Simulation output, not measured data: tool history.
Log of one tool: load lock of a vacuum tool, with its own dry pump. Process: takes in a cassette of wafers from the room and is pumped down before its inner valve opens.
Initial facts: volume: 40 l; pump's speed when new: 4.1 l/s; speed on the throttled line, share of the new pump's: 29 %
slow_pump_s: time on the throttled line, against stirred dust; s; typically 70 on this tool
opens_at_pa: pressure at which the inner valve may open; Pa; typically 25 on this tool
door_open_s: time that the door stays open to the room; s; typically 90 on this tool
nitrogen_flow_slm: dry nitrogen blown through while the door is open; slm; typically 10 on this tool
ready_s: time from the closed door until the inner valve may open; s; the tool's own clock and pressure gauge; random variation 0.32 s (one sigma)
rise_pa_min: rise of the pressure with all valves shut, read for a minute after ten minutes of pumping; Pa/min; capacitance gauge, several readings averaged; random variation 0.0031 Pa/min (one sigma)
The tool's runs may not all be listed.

run,hour,slow_pump_s,opens_at_pa,door_open_s,nitrogen_flow_slm,"incoming humidity of the room's air, %",ready_s,rise_pa_min
1,0,70,25,90,10,45.9,131.1,0.094
2,95.6,70,25,90,10,45.8,131,0.095
3,155.5,70,25,90,10,46.2,130.7,0.099
4,247.8,70,25,90,10,47.7,131,0.101
5,317.3,70,25,90,10,44.5,131.6,0.103
6,380.2,70,25,90,10,48.3,130.9,0.109
7,468.5,70,25,90,29,46.7,131.3,0.077
8,544.1,70,25,90,29,40.1,131.5,0.068
9,608.3,116,25,90,29,44.8,164.7,0.077
10,664.2,70,25,27,10,48.1,131,0.068
11,742.5,70,25,27,10,46.5,132.1,0.067
12,815.2,70,25,27,25,49.8,131.3,0.059
13,886,70,30,27,25,44.2,129.3,0.055
14,978,70,25,90,10,47.6,131.3,0.11
15,1051.5,70,25,90,10,45.6,131.5,0.105
16,1145.8,70,23,32,23,45.1,132.4,0.067
17,1222.4,70,23,32,23,41.8,132,0.064
18,1292.8,70,49,32,8,43.1,124.1,0.078
19,1362.3,70,49,32,8,47.3,124.9,0.084
20,1463.4,70,49,32,8,44.6,125.1,0.086
21,1538.9,70,29,32,21,40.5,130.7,0.066
22,1621.6,40,19,45,21,42.4,112.7,0.076
23,1684,40,19,45,21,46.2,113.9,0.08
24,1759.6,44,46,110,11,40.9,106.9,0.113
25,1809.2,38,29,90,10,42.7,107.5,0.113
26,1903.2,102,27,222,10,46,153.5,0.183
27,1961.2,102,27,222,10,42.4,153.7,0.171

Below, some changes in ready_s between adjacent runs. For each, the amount present without the hidden state too (settings, incoming material, random variation) and the amount remaining for the hidden state with gauge scatter not shared by both compared results:
The hidden state here: pump's speed, % of a new pump's; leak at the door's seal, Pa l/s; drift of the gauge itself on ready_s, %; drift of the gauge itself on rise_pa_min, %.
Run 4 -> 5: nothing adjusted, nothing logged. ready_s +0.6 s: hidden state +0.1, all else +0.5.
Run 6 -> 7: nitrogen_flow_slm 10 -> 29. ready_s +0.4 s: hidden state +0.1, all else +0.3.
Run 9 -> 10: slow_pump_s 116 -> 70, door_open_s 90 -> 27, nitrogen_flow_slm 29 -> 10. ready_s -33.7 s: hidden state +0, all else -33.7.
Run 25 -> 26: slow_pump_s 38 -> 102, opens_at_pa 29 -> 27, door_open_s 90 -> 222. ready_s +46 s: hidden state +0, all else +46.
